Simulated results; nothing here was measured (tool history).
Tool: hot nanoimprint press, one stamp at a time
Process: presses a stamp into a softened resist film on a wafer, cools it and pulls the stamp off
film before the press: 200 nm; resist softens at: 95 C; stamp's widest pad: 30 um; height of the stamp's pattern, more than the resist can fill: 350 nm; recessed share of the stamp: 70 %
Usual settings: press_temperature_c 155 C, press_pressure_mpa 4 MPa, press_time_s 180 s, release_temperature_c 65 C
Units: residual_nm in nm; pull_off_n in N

run,hour,press_temperature_c,press_pressure_mpa,press_time_s,release_temperature_c,residual_nm,pull_off_n
1,0,155,4,180,65,110.3,133
2,29.1,155,4,180,65,109.9,135
3,51.6,155,4,179,65,110.1,141
4,72.9,155,4,179,65,109.2,145
5,93.9,155,4,180,69,107.9,142
6,108.5,155,4,180,69,108.7,141
7,128,155,4.36,180,65,104.4,153
8,142.9,155,3.05,180,65,117.6,157
9,161.8,155,3.05,180,65,117.6,153
10,190.4,146,4,180,65,162.6,158
11,218.5,155,4,129,65,119,165
12,238.3,155,4,129,65,119,173
13,260.5,155,4,168,65,107.6,170
# hour 294.4: plate thermocouple calibrated
14,294.7,155,4,144,65,122,180
15,313.8,155,4,144,65,120.8,191
16,333.1,155,4,144,65,120.1,188
17,351.6,151,2.93,258,65,135.9,185
# hour 373: stamp cleaned and given a new release coat
18,373,144,4,295,65,164.4,133
19,399,144,4,295,65,164,135
20,415.7,155,4,180,56,110.8,156
21,445.7,167,4.6,154,65,51.5,145
22,461.2,155,3.71,318,51,92,167
23,480.6,164,5.62,105,59,67.3,164
24,508.1,164,5.62,105,59,67.1,168
25,533.4,163,4,180,65,65.9,152
26,560.7,159,2.58,112,58,118.3,180

Run 27 comes next. What will it give?
27,574.5,159,2.58,112,58,?,?

{"run 27": {"residual_nm": 118.2, "pull_off_n": 182}}
Without the tool's hidden state the same run would have given residual_nm 122 nm, pull_off_n 146 N.
